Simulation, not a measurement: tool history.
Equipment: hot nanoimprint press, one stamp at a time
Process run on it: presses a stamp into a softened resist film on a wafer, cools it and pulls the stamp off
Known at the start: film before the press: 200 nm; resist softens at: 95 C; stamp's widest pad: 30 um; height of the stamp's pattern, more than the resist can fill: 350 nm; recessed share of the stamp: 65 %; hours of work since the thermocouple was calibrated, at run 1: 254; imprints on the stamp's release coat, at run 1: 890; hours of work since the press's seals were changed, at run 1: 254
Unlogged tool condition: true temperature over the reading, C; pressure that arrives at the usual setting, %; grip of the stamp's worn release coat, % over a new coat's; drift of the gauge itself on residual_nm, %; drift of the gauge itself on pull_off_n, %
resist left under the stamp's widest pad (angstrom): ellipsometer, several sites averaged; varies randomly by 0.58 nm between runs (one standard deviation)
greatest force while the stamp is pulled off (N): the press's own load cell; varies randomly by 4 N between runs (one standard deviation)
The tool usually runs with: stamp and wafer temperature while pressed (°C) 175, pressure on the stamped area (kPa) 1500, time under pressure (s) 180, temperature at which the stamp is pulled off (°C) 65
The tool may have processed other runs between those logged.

run   hour  stamp and wafer temperature while pressed (°C)  pressure on the stamped area (kPa)  time under pressure (s)  temperature at which the stamp is pulled off (°C)  hours of work since the thermocouple was calibrated  imprints on the stamp's release coat  hours of work since the press's seals were changed  resist left under the stamp's widest pad (angstrom)  greatest force while the stamp is pulled off (N)
  1    0.0                                             175                                1500                      180                                                 65                                                  254                                   890                                                 254                                                  759                                               249
  2   63.7                                             175                                1500                      180                                                 65                                                  281                                   986                                                 281                                                  755                                               251
  3  121.8                                             175                                1500                      180                                                 65                                                  306                                  1073                                                 306                                                  752                                               260
  4  168.2                                             175                                1500                      180                                                 65                                                  326                                  1143                                                 326                                                  756                                               261
  5  209.1                                             175                                1500                      180                                                 65                                                  343                                  1205                                                 343                                                  748                                               276
  6  238.9                                             175                                1500                      180                                                 65                                                  356                                  1249                                                 356                                                  755                                               272
  7  290.1                                             175                                1500                      180                                                 65                                                  378                                  1326                                                 378                                                  747                                               271
  8  325.7                                             175                                1500                      180                                                 65                                                  393                                  1380                                                 393                                                  744                                               302
     358.1  -- plate thermocouple calibrated
  9  379.3                                             175                                1500                      180                                                 65                                                    9                                  1456                                                 415                                                  812                                               290
 10  416.0                                             183                                1500                      353                                                 51                                                   25                                  1511                                                 431                                                  397                                               353
 11  451.8                                             183                                1500                      353                                                 51                                                   40                                  1565                                                 446                                                  390                                               370
 12  484.1                                             165                                1500                      180                                                 59                                                   54                                  1614                                                 460                                                 1285                                               342
 13  535.1                                             165                                1720                      229                                                 52                                                   76                                  1690                                                 482                                                 1123                                               362
 14  587.4                                             165                                1720                      229                                                 52                                                   98                                  1769                                                 504                                                 1135                                               376
 15  651.7                                             183                                1100                      229                                                 52                                                  126                                  1866                                                 532                                                  550                                               394
 16  706.5                                             170                                1500                      356                                                 65                                                  149                                  1948                                                 556                                                  766                                               328
 17  742.3                                             170                                1500                      356                                                 65                                                  165                                  2002                                                 571                                                  769                                               341

Below, some changes in resist left under the stamp's widest pad (angstrom) between adjacent runs. For each, the amount present without the hidden state too (settings, incoming material, random variation) and the amount remaining for the hidden state with gauge scatter not shared by both compared results:
Run 8 -> 9: plate thermocouple calibrated. resist left under the stamp's widest pad (angstrom) +68: hidden state +72, all else -4.
Run 11 -> 12: stamp and wafer temperature while pressed (°C) 183 -> 165, time under pressure (s) 353 -> 180, temperature at which the stamp is pulled off (°C) 51 -> 59. resist left under the stamp's widest pad (angstrom) +895: hidden state +2, all else +893.

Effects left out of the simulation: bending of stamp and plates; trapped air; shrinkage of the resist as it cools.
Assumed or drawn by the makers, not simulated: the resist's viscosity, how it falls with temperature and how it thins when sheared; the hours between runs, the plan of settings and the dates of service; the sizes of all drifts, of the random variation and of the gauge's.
